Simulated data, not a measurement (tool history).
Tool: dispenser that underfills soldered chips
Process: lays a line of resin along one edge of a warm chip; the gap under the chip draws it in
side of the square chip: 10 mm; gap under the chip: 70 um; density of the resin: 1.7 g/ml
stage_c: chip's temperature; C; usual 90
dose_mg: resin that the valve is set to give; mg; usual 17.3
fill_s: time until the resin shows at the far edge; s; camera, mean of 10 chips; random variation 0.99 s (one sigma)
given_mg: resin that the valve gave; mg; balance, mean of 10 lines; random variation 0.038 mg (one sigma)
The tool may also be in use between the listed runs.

run 1 hour=0.0 | stage_c=90 dose_mg=17.3 | fill_s=108.8 given_mg=16.80
run 2 hour=4.6 | stage_c=99 dose_mg=17.3 | fill_s=96.9 given_mg=16.83
-- hour=7.6 new syringe of resin
-- hour=8.6 dispensing valve cleaned and set on the balance
run 3 hour=9.5 | stage_c=99 dose_mg=17.3 | fill_s=72.8 given_mg=17.27
run 4 hour=14.1 | stage_c=99 dose_mg=17.3 | fill_s=87.4 given_mg=17.28
run 5 hour=16.3 | stage_c=104 dose_mg=17.3 | fill_s=83.4 given_mg=17.27
run 6 hour=19.4 | stage_c=94 dose_mg=17.3 | fill_s=123.6 given_mg=17.22
-- hour=19.9 new syringe of resin
run 7 hour=22.3 | stage_c=94 dose_mg=17.3 | fill_s=92.1 given_mg=17.22
run 8 hour=24.5 | stage_c=94 dose_mg=17.3 | fill_s=98.9 given_mg=17.15
run 9 hour=29.4 | stage_c=90 dose_mg=22.4 | fill_s=133.4 given_mg=22.32
-- hour=31.3 new syringe of resin
run 10 hour=32.6 | stage_c=90 dose_mg=22.4 | fill_s=95.9 given_mg=22.25
run 11 hour=35.1 | stage_c=90 dose_mg=17.3 | fill_s=108.8 given_mg=17.12
run 12 hour=38.3 | stage_c=90 dose_mg=17.3 | fill_s=124.2 given_mg=17.07
run 13 hour=40.6 | stage_c=90 dose_mg=19.7 | fill_s=131.3 given_mg=19.45
-- hour=42.7 new syringe of resin
run 14 hour=44.5 | stage_c=90 dose_mg=19.7 | fill_s=97.3 given_mg=19.44
run 15 hour=47.2 | stage_c=90 dose_mg=17.3 | fill_s=108.8 given_mg=17.15
run 16 hour=49.3 | stage_c=90 dose_mg=17.3 | fill_s=117.2 given_mg=17.09
run 17 hour=52.9 | stage_c=90 dose_mg=19.2 | fill_s=133.1 given_mg=18.92
-- hour=54.4 new syringe of resin
run 18 hour=58.1 | stage_c=90 dose_mg=19.2 | fill_s=107.6 given_mg=18.88
run 19 hour=60.3 | stage_c=99 dose_mg=15.7 | fill_s=93.4 given_mg=15.48
run 20 hour=64.0 | stage_c=79 dose_mg=19.9 | fill_s=188.3 given_mg=19.56
-- hour=65.9 new syringe of resin
run 21 hour=69.0 | stage_c=79 dose_mg=19.9 | fill_s=146.2 given_mg=19.52
run 22 hour=73.3 | stage_c=96 dose_mg=16.9 | fill_s=101.7 given_mg=16.54
-- hour=77.3 new syringe of resin
run 23 hour=78.0 | stage_c=96 dose_mg=16.9 | fill_s=81.5 given_mg=16.55
run 24 hour=83.1 | stage_c=95 dose_mg=16.8 | fill_s=98.9 given_mg=16.46
run 25 hour=87.7 | stage_c=95 dose_mg=16.8 | fill_s=119.8 given_mg=16.45
-- hour=88.8 new syringe of resin
run 26 hour=91.0 | stage_c=88 dose_mg=21.4 | fill_s=106.3 given_mg=20.97
run 27 hour=93.9 | stage_c=81 dose_mg=16.5 | fill_s=153.5 given_mg=16.05
-- hour=98.0 dispensing valve cleaned and set on the balance
run 28 hour=98.2 | stage_c=87 dose_mg=16.5 | fill_s=141.8 given_mg=16.51
-- hour=101.2 new syringe of resin
run 29 hour=102.6 | stage_c=90 dose_mg=19.3 | fill_s=95.9 given_mg=19.21
run 30 hour=106.2 | stage_c=82 dose_mg=20.5 | fill_s=140.9 given_mg=20.42
run 31 hour=109.6 | stage_c=100 dose_mg=22.4 | fill_s=93.2 given_mg=22.38
-- hour=112.6 new syringe of resin
run 32 hour=114.4 | stage_c=100 dose_mg=22.4 | fill_s=71.6 given_mg=22.26
run 33 hour=119.2 | stage_c=100 dose_mg=15.0 | fill_s=91.0 given_mg=14.88
run 34 hour=122.2 | stage_c=83 dose_mg=15.0 | fill_s=174.3 given_mg=14.88
-- hour=124.1 new syringe of resin
run 35 hour=126.3 | stage_c=83 dose_mg=15.0 | fill_s=135.0 given_mg=14.86
run 36 hour=128.6 | stage_c=77 dose_mg=22.1 | fill_s=168.7 given_mg=21.98

Measured less the same run without the tool's hidden state. The same run-to-run variation is in both; the gauge's scatter may not be:
The hidden state here: resin's viscosity, % of fresh resin's; dose that the valve gives, % of what is set; true chip temperature over the reading, C; drift of the gauge itself on fill_s, %; drift of the gauge itself on given_mg, %.
run=1 fill_s=+14.5 given_mg=-0.46
run=2 fill_s=+26.3 given_mg=-0.48
run=3 fill_s=+1.9 given_mg=-0.03
run=4 fill_s=+15.8 given_mg=-0.06
run=5 fill_s=+20.3 given_mg=-0.06
run=6 fill_s=+40.5 given_mg=-0.08
run=7 fill_s=+8.2 given_mg=-0.10
run=8 fill_s=+16.1 given_mg=-0.11
run=9 fill_s=+39.9 given_mg=-0.17
run=10 fill_s=+4.7 given_mg=-0.19
run=11 fill_s=+14.8 given_mg=-0.16
run=12 fill_s=+29.1 given_mg=-0.17
run=13 fill_s=+38.8 given_mg=-0.21
run=14 fill_s=+5.3 given_mg=-0.23
run=15 fill_s=+15.9 given_mg=-0.22
run=16 fill_s=+24.7 given_mg=-0.23
run=17 fill_s=+41.0 given_mg=-0.27
run=18 fill_s=+14.9 given_mg=-0.30
run=19 fill_s=+19.5 given_mg=-0.25
run=20 fill_s=+57.9 given_mg=-0.35
run=21 fill_s=+14.6 given_mg=-0.37
run=22 fill_s=+24.0 given_mg=-0.33
run=23 fill_s=+1.6 given_mg=-0.36
run=24 fill_s=+18.8 given_mg=-0.38
run=25 fill_s=+38.1 given_mg=-0.40
run=26 fill_s=+8.4 given_mg=-0.53
run=27 fill_s=+27.1 given_mg=-0.43
run=28 fill_s=+37.4 given_mg=+0.02
run=29 fill_s=+3.5 given_mg=+0.00
run=30 fill_s=+22.1 given_mg=-0.03
run=31 fill_s=+24.0 given_mg=-0.05
run=32 fill_s=+3.5 given_mg=-0.08
run=33 fill_s=+19.0 given_mg=-0.07
run=34 fill_s=+51.0 given_mg=-0.09
run=35 fill_s=+11.6 given_mg=-0.10
run=36 fill_s=+26.9 given_mg=-0.17

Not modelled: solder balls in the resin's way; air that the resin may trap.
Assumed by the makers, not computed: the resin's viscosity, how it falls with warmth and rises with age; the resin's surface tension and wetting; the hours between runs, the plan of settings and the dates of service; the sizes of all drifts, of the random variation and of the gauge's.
